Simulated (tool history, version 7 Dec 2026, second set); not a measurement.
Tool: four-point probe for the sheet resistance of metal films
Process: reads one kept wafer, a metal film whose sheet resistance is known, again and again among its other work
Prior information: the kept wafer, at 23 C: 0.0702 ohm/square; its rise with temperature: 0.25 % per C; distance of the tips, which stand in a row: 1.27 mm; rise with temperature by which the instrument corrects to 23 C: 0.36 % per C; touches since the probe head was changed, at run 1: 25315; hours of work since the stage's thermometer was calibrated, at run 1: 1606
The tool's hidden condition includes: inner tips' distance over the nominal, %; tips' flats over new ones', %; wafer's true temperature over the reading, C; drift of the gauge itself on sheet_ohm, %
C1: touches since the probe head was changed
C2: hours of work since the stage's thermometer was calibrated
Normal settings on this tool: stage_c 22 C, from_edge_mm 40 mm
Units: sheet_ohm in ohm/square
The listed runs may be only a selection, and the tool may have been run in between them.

run 1 hour=0.0 | stage_c=22 from_edge_mm=40 | C1=25315 C2=1606 | sheet_ohm=0.070074
run 2 hour=14.0 | stage_c=22 from_edge_mm=40 | C1=25725 C2=1612 | sheet_ohm=0.070064
run 3 hour=27.8 | stage_c=22 from_edge_mm=40 | C1=26133 C2=1618 | sheet_ohm=0.070078
run 4 hour=39.0 | stage_c=22 from_edge_mm=6 | C1=26463 C2=1623 | sheet_ohm=0.071693
run 5 hour=50.3 | stage_c=22 from_edge_mm=6 | C1=26794 C2=1627 | sheet_ohm=0.071660
run 6 hour=71.9 | stage_c=22 from_edge_mm=6 | C1=27429 C2=1636 | sheet_ohm=0.071671
run 7 hour=82.9 | stage_c=22 from_edge_mm=6 | C1=27751 C2=1641 | sheet_ohm=0.071697
run 8 hour=106.1 | stage_c=34 from_edge_mm=40 | C1=28433 C2=1650 | sheet_ohm=0.069205
run 9 hour=121.3 | stage_c=22 from_edge_mm=40 | C1=28880 C2=1657 | sheet_ohm=0.070043
run 10 hour=138.9 | stage_c=22 from_edge_mm=40 | C1=29399 C2=1664 | sheet_ohm=0.070041
run 11 hour=154.7 | stage_c=22 from_edge_mm=40 | C1=29863 C2=1670 | sheet_ohm=0.070038
run 12 hour=175.9 | stage_c=22 from_edge_mm=40 | C1=30486 C2=1679 | sheet_ohm=0.070044
run 13 hour=193.1 | stage_c=19 from_edge_mm=40 | C1=30990 C2=1686 | sheet_ohm=0.070282
run 14 hour=205.2 | stage_c=19 from_edge_mm=40 | C1=31346 C2=1691 | sheet_ohm=0.070310
run 15 hour=230.3 | stage_c=19 from_edge_mm=40 | C1=32084 C2=1702 | sheet_ohm=0.070255
run 16 hour=248.3 | stage_c=21 from_edge_mm=40 | C1=32612 C2=1709 | sheet_ohm=0.070118
run 17 hour=273.7 | stage_c=21 from_edge_mm=40 | C1=33361 C2=1720 | sheet_ohm=0.070098
run 18 hour=296.2 | stage_c=21 from_edge_mm=40 | C1=34021 C2=1729 | sheet_ohm=0.070114
run 19 hour=320.0 | stage_c=19 from_edge_mm=7 | C1=34721 C2=1739 | sheet_ohm=0.071427
run 20 hour=342.0 | stage_c=19 from_edge_mm=7 | C1=35368 C2=1748 | sheet_ohm=0.071418
run 21 hour=354.2 | stage_c=31 from_edge_mm=20 | C1=35727 C2=1753 | sheet_ohm=0.069485
-- hour=356.0 stage's thermometer calibrated
run 22 hour=374.6 | stage_c=32 from_edge_mm=10 | C1=36311 C2=8 | sheet_ohm=0.069800
run 23 hour=396.3 | stage_c=34 from_edge_mm=5 | C1=36950 C2=17 | sheet_ohm=0.071419
run 24 hour=407.6 | stage_c=31 from_edge_mm=19 | C1=37280 C2=21 | sheet_ohm=0.069477
run 25 hour=425.0 | stage_c=23 from_edge_mm=14 | C1=37793 C2=29 | sheet_ohm=0.070192
-- hour=427.1 stage's thermometer calibrated, once more
run 26 hour=439.2 | stage_c=26 from_edge_mm=36 | C1=38194 C2=5 | sheet_ohm=0.069845
run 27 hour=455.9 | stage_c=19 from_edge_mm=12 | C1=38687 C2=12 | sheet_ohm=0.070742

Predict the results of run 28:
run 28 hour=473.6 | stage_c=22 from_edge_mm=20 | C1=39208 C2=19 | sheet_ohm=?

sheet_ohm: 0.070198 ohm/square
The same run, on a tool lacking any hidden state, would have yielded sheet_ohm 0.070402 ohm/square.

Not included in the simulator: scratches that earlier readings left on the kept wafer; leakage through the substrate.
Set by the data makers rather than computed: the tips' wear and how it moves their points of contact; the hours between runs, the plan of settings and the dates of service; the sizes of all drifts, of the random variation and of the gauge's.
